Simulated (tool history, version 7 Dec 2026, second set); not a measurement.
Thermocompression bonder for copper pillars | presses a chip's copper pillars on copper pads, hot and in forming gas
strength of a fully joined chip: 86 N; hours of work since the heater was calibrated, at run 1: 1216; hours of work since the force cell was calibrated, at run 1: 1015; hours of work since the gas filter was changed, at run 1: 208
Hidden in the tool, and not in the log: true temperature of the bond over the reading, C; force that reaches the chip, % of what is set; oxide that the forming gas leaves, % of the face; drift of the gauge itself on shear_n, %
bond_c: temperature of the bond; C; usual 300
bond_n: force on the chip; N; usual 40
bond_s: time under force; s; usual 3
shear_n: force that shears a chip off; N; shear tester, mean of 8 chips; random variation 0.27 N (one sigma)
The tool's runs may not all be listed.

run,hour,bond_c,bond_n,bond_s,hours of work since the heater was calibrated,hours of work since the force cell was calibrated,hours of work since the gas filter was changed,shear_n
1,0,300,40,3,1216,1015,208,31.1
# hour 4.3: forming gas filter changed
2,36.7,300,40,4,1244,1042,25,36
3,105.4,300,40,4,1297,1095,78,35.3
4,151.6,300,40,3,1332,1130,113,31.7
5,189.7,300,40,3,1361,1160,142,31.1
6,222.6,273,40,3,1387,1185,167,23
# hour 281.7: forming gas filter changed
7,286.7,273,40,3,1435,1234,4,22.7
8,339.9,300,49,3,1476,1274,45,34.4
9,378.2,300,40,5,1506,1304,74,37.7
10,420,300,40,3,1538,1336,106,30.9
# hour 434.5: heater calibrated with a thermocouple chip
11,464.1,300,40,3,23,1368,138,33.3
12,493.6,300,40,3,45,1391,161,34.1
13,551.8,300,40,3,90,1435,205,32.9
# hour 558.9: forming gas filter changed
14,617.9,300,40,3,140,1486,45,34.3
15,664.1,304,40,4,176,1521,81,39
16,718.6,304,40,4,217,1563,122,38.7
17,767.6,279,40,3,255,1600,160,26
18,798,300,36,3,278,1624,183,30.9
19,830,325,33,6,303,1648,208,46.9
# hour 834.6: forming gas filter changed
20,889.8,325,32,2,348,1694,42,33
21,928.1,325,32,2,378,1723,72,31.8
# hour 938.1: force cell calibrated
22,960.8,325,27,2,402,17,96,30.6
23,999.8,325,27,2,431,47,125,30.6
24,1068.3,300,49,5,484,100,178,44.2

The next listed run, before its measurement:
25,1099.8,296,40,2,508,124,202,?

shear_n: 27.3 N
Without the tool's hidden state the same run would have given shear_n 29.4 N.
